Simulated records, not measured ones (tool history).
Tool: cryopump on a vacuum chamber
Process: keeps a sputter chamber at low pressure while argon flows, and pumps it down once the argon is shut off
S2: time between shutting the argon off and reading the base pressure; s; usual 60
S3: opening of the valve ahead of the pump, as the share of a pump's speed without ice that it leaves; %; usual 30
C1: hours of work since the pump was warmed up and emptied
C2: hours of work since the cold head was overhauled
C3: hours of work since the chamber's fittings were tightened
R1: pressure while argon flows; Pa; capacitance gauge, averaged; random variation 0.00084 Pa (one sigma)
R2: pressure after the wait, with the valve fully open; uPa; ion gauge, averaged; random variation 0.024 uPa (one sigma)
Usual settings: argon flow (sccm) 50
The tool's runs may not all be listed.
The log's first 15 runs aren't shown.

{"run": 16, "hour": 366.7, "argon flow (sccm)": 50, "S2": 175, "S3": 27, "C1": 464, "C2": 1147, "C3": 573, "R1": 0.1975, "R2": 1.38}
{"run": 17, "hour": 403.3, "argon flow (sccm)": 26, "S2": 175, "S3": 27, "C1": 493, "C2": 1175, "C3": 601, "R1": 0.1036, "R2": 1.43}
{"run": 18, "hour": 430.9, "argon flow (sccm)": 26, "S2": 175, "S3": 30, "C1": 514, "C2": 1196, "C3": 622, "R1": 0.094, "R2": 1.52}
{"run": 19, "hour": 456.1, "argon flow (sccm)": 37, "S2": 70, "S3": 19, "C1": 534, "C2": 1216, "C3": 642, "R1": 0.206, "R2": 1.92}
{"run": 20, "hour": 479.3, "argon flow (sccm)": 50, "S2": 60, "S3": 54, "C1": 552, "C2": 1234, "C3": 660, "R1": 0.1065, "R2": 1.99}
{"run": 21, "hour": 496.8, "argon flow (sccm)": 50, "S2": 60, "S3": 54, "C1": 565, "C2": 1247, "C3": 673, "R1": 0.1069, "R2": 2.03}
{"run": 22, "hour": 526.7, "argon flow (sccm)": 50, "S2": 60, "S3": 35, "C1": 588, "C2": 1271, "C3": 697, "R1": 0.1595, "R2": 2.14}
{"run": 23, "hour": 547.6, "argon flow (sccm)": 50, "S2": 60, "S3": 35, "C1": 604, "C2": 1287, "C3": 713, "R1": 0.16, "R2": 2.13}
{"run": 24, "hour": 584.8, "argon flow (sccm)": 50, "S2": 281, "S3": 24, "C1": 633, "C2": 1316, "C3": 742, "R1": 0.2276, "R2": 1.63}
{"hour": 608.8, "done": "pump warmed up, emptied and cooled again"}
{"run": 25, "hour": 615.4, "argon flow (sccm)": 50, "S2": 60, "S3": 17, "C1": 5, "C2": 1335, "C3": 761, "R1": 0.3019, "R2": 1.97}
{"run": 26, "hour": 633.2, "argon flow (sccm)": 95, "S2": 46, "S3": 30, "C1": 19, "C2": 1349, "C3": 775, "R1": 0.3246, "R2": 2.19}
{"run": 27, "hour": 649.0, "argon flow (sccm)": 60, "S2": 50, "S3": 41, "C1": 31, "C2": 1361, "C3": 787, "R1": 0.1507, "R2": 2.09}
{"run": 28, "hour": 681.4, "argon flow (sccm)": 60, "S2": 50, "S3": 45, "C1": 56, "C2": 1387, "C3": 812, "R1": 0.138, "R2": 2.21}
{"run": 29, "hour": 711.6, "argon flow (sccm)": 42, "S2": 58, "S3": 22, "C1": 80, "C2": 1410, "C3": 836, "R1": 0.1977, "R2": 2.04}
{"run": 30, "hour": 743.6, "argon flow (sccm)": 42, "S2": 58, "S3": 22, "C1": 104, "C2": 1435, "C3": 861, "R1": 0.1978, "R2": 2.06}
{"run": 31, "hour": 759.8, "argon flow (sccm)": 42, "S2": 58, "S3": 22, "C1": 117, "C2": 1447, "C3": 873, "R1": 0.1951, "R2": 2.06}
{"run": 32, "hour": 781.4, "argon flow (sccm)": 42, "S2": 58, "S3": 22, "C1": 134, "C2": 1464, "C3": 890, "R1": 0.1969, "R2": 2.16}
{"run": 33, "hour": 810.9, "argon flow (sccm)": 38, "S2": 47, "S3": 18, "C1": 156, "C2": 1487, "C3": 913, "R1": 0.2165, "R2": 2.3}

Forecast each of these 5 alternatives for the next run:
{"run": "A", "hour": 841.5, "argon flow (sccm)": 38, "S2": 61, "S3": 18, "C1": 180, "C2": 1510, "C3": 936, "R1": "?", "R2": "?"}
{"run": "B", "hour": 841.5, "argon flow (sccm)": 86, "S2": 192, "S3": 31, "C1": 180, "C2": 1510, "C3": 936, "R1": "?", "R2": "?"}
{"run": "C", "hour": 841.5, "argon flow (sccm)": 25, "S2": 120, "S3": 44, "C1": 180, "C2": 1510, "C3": 936, "R1": "?", "R2": "?"}
{"run": "D", "hour": 841.5, "argon flow (sccm)": 51, "S2": 60, "S3": 33, "C1": 180, "C2": 1510, "C3": 936, "R1": "?", "R2": "?"}
{"run": "E", "hour": 841.5, "argon flow (sccm)": 50, "S2": 57, "S3": 34, "C1": 180, "C2": 1510, "C3": 936, "R1": "?", "R2": "?"}

run=A R1=0.2166 R2=2.21
run=B R1=0.29 R2=1.67
run=C R1=0.0597 R2=1.85
run=D R1=0.1611 R2=2.18
run=E R1=0.1537 R2=2.28
Without the tool's hidden state the same runs would have given:
run=A R1=0.2137 R2=0.89
run=B R1=0.2833 R2=0.36
run=C R1=0.0578 R2=0.56
run=D R1=0.1571 R2=0.89
run=E R1=0.1498 R2=0.94

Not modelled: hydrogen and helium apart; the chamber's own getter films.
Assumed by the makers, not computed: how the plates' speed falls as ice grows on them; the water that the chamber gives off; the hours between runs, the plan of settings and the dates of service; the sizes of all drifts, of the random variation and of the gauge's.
